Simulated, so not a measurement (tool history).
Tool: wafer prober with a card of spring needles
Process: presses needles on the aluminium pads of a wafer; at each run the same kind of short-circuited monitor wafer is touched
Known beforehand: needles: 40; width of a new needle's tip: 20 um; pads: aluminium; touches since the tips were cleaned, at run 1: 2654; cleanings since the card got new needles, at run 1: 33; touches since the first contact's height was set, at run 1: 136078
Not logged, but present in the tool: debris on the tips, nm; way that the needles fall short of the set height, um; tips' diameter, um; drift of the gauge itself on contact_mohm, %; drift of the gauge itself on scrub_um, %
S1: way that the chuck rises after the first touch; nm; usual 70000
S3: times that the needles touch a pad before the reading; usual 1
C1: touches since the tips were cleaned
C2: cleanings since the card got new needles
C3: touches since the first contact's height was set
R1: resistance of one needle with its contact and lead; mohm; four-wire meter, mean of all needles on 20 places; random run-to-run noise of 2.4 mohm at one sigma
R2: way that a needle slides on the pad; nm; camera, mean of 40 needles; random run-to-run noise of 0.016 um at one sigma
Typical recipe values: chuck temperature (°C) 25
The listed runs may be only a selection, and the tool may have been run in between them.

{"run": 1, "hour": 0.0, "S1": 70000, "chuck temperature (°C)": 25, "S3": 1, "C1": 2654, "C2": 33, "C3": 136078, "R1": 305, "R2": 12760}
{"hour": 13.0, "done": "tips cleaned on abrasive film"}
{"run": 2, "hour": 19.0, "S1": 70000, "chuck temperature (°C)": 25, "S3": 1, "C1": 2858, "C2": 34, "C3": 145015, "R1": 298, "R2": 12730}
{"hour": 28.4, "done": "height of the first contact set anew"}
{"hour": 32.3, "done": "tips cleaned on abrasive film"}
{"run": 3, "hour": 45.1, "S1": 70000, "chuck temperature (°C)": 25, "S3": 1, "C1": 6051, "C2": 35, "C3": 7834, "R1": 312, "R2": 12580}
{"hour": 50.4, "done": "tips cleaned on abrasive film"}
{"hour": 69.1, "done": "tips cleaned on abrasive film"}
{"run": 4, "hour": 69.1, "S1": 73000, "chuck temperature (°C)": 25, "S3": 1, "C1": 0, "C2": 37, "C3": 19094, "R1": 281, "R2": 13120}
{"run": 5, "hour": 83.1, "S1": 70000, "chuck temperature (°C)": 25, "S3": 2, "C1": 6611, "C2": 37, "C3": 25705, "R1": 301, "R2": 12570}
{"hour": 89.1, "done": "tips cleaned on abrasive film"}
{"run": 6, "hour": 105.2, "S1": 70000, "chuck temperature (°C)": 25, "S3": 3, "C1": 7596, "C2": 38, "C3": 36094, "R1": 289, "R2": 12570}
{"hour": 108.3, "done": "tips cleaned on abrasive film"}
{"run": 7, "hour": 120.5, "S1": 70000, "chuck temperature (°C)": 25, "S3": 3, "C1": 5773, "C2": 39, "C3": 43297, "R1": 294, "R2": 12550}
{"hour": 126.7, "done": "tips cleaned on abrasive film"}
{"run": 8, "hour": 138.8, "S1": 69000, "chuck temperature (°C)": 25, "S3": 1, "C1": 5693, "C2": 40, "C3": 51865, "R1": 321, "R2": 12320}
{"hour": 145.3, "done": "tips cleaned on abrasive film"}
{"run": 9, "hour": 149.6, "S1": 69000, "chuck temperature (°C)": 25, "S3": 1, "C1": 2043, "C2": 41, "C3": 56931, "R1": 297, "R2": 12350}
{"hour": 152.2, "done": "height of the first contact set anew, once more"}
{"hour": 164.5, "done": "tips cleaned on abrasive film"}
{"run": 10, "hour": 164.5, "S1": 69000, "chuck temperature (°C)": 25, "S3": 1, "C1": 0, "C2": 42, "C3": 5784, "R1": 283, "R2": 12870}

Consider 5 possible next runs. They are alternatives, not a sequence: every one starts from the tool as it was left by run 10. What does each give?
{"hour": 182.4, "done": "tips cleaned on abrasive film"}
{"run": "A", "hour": 184.2, "S1": 52000, "chuck temperature (°C)": 25, "S3": 1, "C1": 883, "C2": 43, "C3": 15032, "R1": "?", "R2": "?"}
{"hour": 182.4, "done": "tips cleaned on abrasive film"}
{"run": "B", "hour": 184.2, "S1": 55000, "chuck temperature (°C)": 41, "S3": 3, "C1": 883, "C2": 43, "C3": 15032, "R1": "?", "R2": "?"}
{"hour": 182.4, "done": "tips cleaned on abrasive film"}
{"run": "C", "hour": 184.2, "S1": 70000, "chuck temperature (°C)": 72, "S3": 2, "C1": 883, "C2": 43, "C3": 15032, "R1": "?", "R2": "?"}
{"hour": 182.4, "done": "tips cleaned on abrasive film"}
{"run": "D", "hour": 184.2, "S1": 58000, "chuck temperature (°C)": 37, "S3": 2, "C1": 883, "C2": 43, "C3": 15032, "R1": "?", "R2": "?"}
{"hour": 182.4, "done": "tips cleaned on abrasive film"}
{"run": "E", "hour": 184.2, "S1": 69000, "chuck temperature (°C)": 54, "S3": 1, "C1": 883, "C2": 43, "C3": 15032, "R1": "?", "R2": "?"}

run=A R1=297 R2=9660
run=B R1=291 R2=10230
run=C R1=297 R2=13030
run=D R1=298 R2=10830
run=E R1=297 R2=12850
Without the tool's unlogged condition, the same runs would have read:
run=A R1=276 R2=9690
run=B R1=283 R2=10260
run=C R1=290 R2=13060
run=D R1=287 R2=10860
run=E R1=285 R2=12880
